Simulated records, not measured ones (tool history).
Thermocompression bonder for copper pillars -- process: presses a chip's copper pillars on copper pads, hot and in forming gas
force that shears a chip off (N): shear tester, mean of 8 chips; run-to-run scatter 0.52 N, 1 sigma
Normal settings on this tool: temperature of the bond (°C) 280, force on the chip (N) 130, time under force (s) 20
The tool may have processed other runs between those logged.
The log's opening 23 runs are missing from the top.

run	hour	temperature of the bond (°C)	force on the chip (N)	time under force (s)	hours of work since the heater was calibrated	hours of work since the force cell was calibrated	hours of work since the gas filter was changed	force that shears a chip off (N)
24	701.5	293	149	15	555	752	164	58.5
25	741.6	280	141	20	572	769	181	52.3
26	771.7	254	130	13	585	782	194	25.2
27	809.7	254	130	13	602	798	210	24.6
# hour 814.6: heater calibrated with a thermocouple chip
28	845	306	172	50	13	813	224	102.1
29	881.8	272	132	20	29	829	240	40.2
# hour 904.5: heater calibrated with a thermocouple chip, once more
30	925.4	272	80	28	9	846	258	28.4
31	959.1	271	130	34	23	861	273	53.8

Run 32 comes next. What will it give?
32	998.6	280	130	40	40	878	289	?

{"run 32": {"force that shears a chip off (N)": 63.3}}
The same run, on a tool lacking any hidden state, would have yielded force that shears a chip off (N) 67.2.

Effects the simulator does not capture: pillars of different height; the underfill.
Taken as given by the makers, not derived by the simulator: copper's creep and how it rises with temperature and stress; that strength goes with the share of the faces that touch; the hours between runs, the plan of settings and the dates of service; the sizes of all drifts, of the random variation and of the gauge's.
